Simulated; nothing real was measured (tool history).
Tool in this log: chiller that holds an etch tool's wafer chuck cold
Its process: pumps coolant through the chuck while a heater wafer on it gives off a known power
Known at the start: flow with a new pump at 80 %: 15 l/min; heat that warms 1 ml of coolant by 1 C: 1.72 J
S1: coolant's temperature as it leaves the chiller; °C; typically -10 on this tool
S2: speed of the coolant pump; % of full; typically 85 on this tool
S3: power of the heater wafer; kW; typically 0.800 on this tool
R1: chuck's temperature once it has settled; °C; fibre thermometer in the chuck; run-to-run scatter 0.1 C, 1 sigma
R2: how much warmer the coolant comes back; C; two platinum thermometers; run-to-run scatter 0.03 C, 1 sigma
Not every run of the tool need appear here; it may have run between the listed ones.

{"run": 1, "hour": 0.0, "S1": -10, "S2": 85, "S3": 0.8, "R1": -4.8, "R2": 1.8}
{"run": 2, "hour": 66.7, "S1": -10, "S2": 85, "S3": 0.8, "R1": -4.9, "R2": 1.77}
{"run": 3, "hour": 125.5, "S1": -10, "S2": 80, "S3": 0.8, "R1": -4.3, "R2": 1.86}
{"run": 4, "hour": 197.9, "S1": -9, "S2": 85, "S3": 0.8, "R1": -3.6, "R2": 1.71}
{"run": 5, "hour": 276.9, "S1": -9, "S2": 85, "S3": 0.8, "R1": -3.9, "R2": 1.74}
{"run": 6, "hour": 339.4, "S1": -10, "S2": 85, "S3": 0.8, "R1": -4.7, "R2": 1.75}
{"run": 7, "hour": 377.4, "S1": -10, "S2": 85, "S3": 0.8, "R1": -4.5, "R2": 1.76}
{"run": 8, "hour": 415.0, "S1": -10, "S2": 85, "S3": 0.8, "R1": -4.8, "R2": 1.75}
{"run": 9, "hour": 458.0, "S1": -10, "S2": 85, "S3": 0.8, "R1": -4.5, "R2": 1.77}
{"run": 10, "hour": 511.4, "S1": -10, "S2": 85, "S3": 0.8, "R1": -4.6, "R2": 1.73}
{"run": 11, "hour": 553.8, "S1": -1, "S2": 85, "S3": 0.8, "R1": 4.3, "R2": 1.77}
{"run": 12, "hour": 596.7, "S1": -10, "S2": 85, "S3": 0.8, "R1": -4.7, "R2": 1.79}
{"run": 13, "hour": 680.7, "S1": -10, "S2": 85, "S3": 0.8, "R1": -4.6, "R2": 1.74}
{"run": 14, "hour": 721.4, "S1": -1, "S2": 85, "S3": 0.8, "R1": 4.5, "R2": 1.73}
{"run": 15, "hour": 798.7, "S1": -1, "S2": 85, "S3": 0.8, "R1": 4.2, "R2": 1.73}
{"run": 16, "hour": 875.3, "S1": -1, "S2": 85, "S3": 0.8, "R1": 4.4, "R2": 1.77}
{"run": 17, "hour": 942.7, "S1": -1, "S2": 74, "S3": 0.481, "R1": 2.4, "R2": 1.21}
{"run": 18, "hour": 990.5, "S1": -1, "S2": 74, "S3": 0.481, "R1": 2.6, "R2": 1.22}
{"run": 19, "hour": 1055.8, "S1": -7, "S2": 74, "S3": 0.465, "R1": -3.6, "R2": 1.19}
{"run": 20, "hour": 1142.8, "S1": -14, "S2": 65, "S3": 1.071, "R1": -5.7, "R2": 3.12}
{"run": 21, "hour": 1192.1, "S1": -14, "S2": 65, "S3": 1.071, "R1": -5.4, "R2": 3.15}
{"run": 22, "hour": 1239.9, "S1": -10, "S2": 85, "S3": 0.668, "R1": -5.6, "R2": 1.51}
{"run": 23, "hour": 1319.2, "S1": -10, "S2": 85, "S3": 0.668, "R1": -5.5, "R2": 1.38}
{"run": 24, "hour": 1363.7, "S1": -1, "S2": 98, "S3": 0.668, "R1": 3.2, "R2": 1.27}
{"run": 25, "hour": 1444.9, "S1": -2, "S2": 98, "S3": 0.668, "R1": 2.1, "R2": 1.26}
{"run": 26, "hour": 1515.7, "S1": -10, "S2": 70, "S3": 0.96, "R1": -2.7, "R2": 2.6}
{"run": 27, "hour": 1566.3, "S1": -10, "S2": 93, "S3": 0.8, "R1": -5.0, "R2": 1.56}
{"run": 28, "hour": 1627.7, "S1": -10, "S2": 93, "S3": 0.8, "R1": -4.9, "R2": 1.6}
{"run": 29, "hour": 1667.9, "S1": -10, "S2": 93, "S3": 0.8, "R1": -4.8, "R2": 1.62}
{"run": 30, "hour": 1755.7, "S1": -2, "S2": 61, "S3": 0.493, "R1": 1.9, "R2": 1.54}

Run 31 is up next; what results do you expect?
{"run": 31, "hour": 1833.8, "S1": -3, "S2": 87, "S3": 0.8, "R1": "?", "R2": "?"}

Run 31 yielded R1 2.3 °C, R2 1.72 C.
With the hidden condition absent and the run-to-run variation left alone, this run would have shown R1 2.3 °C, R2 1.72 C.
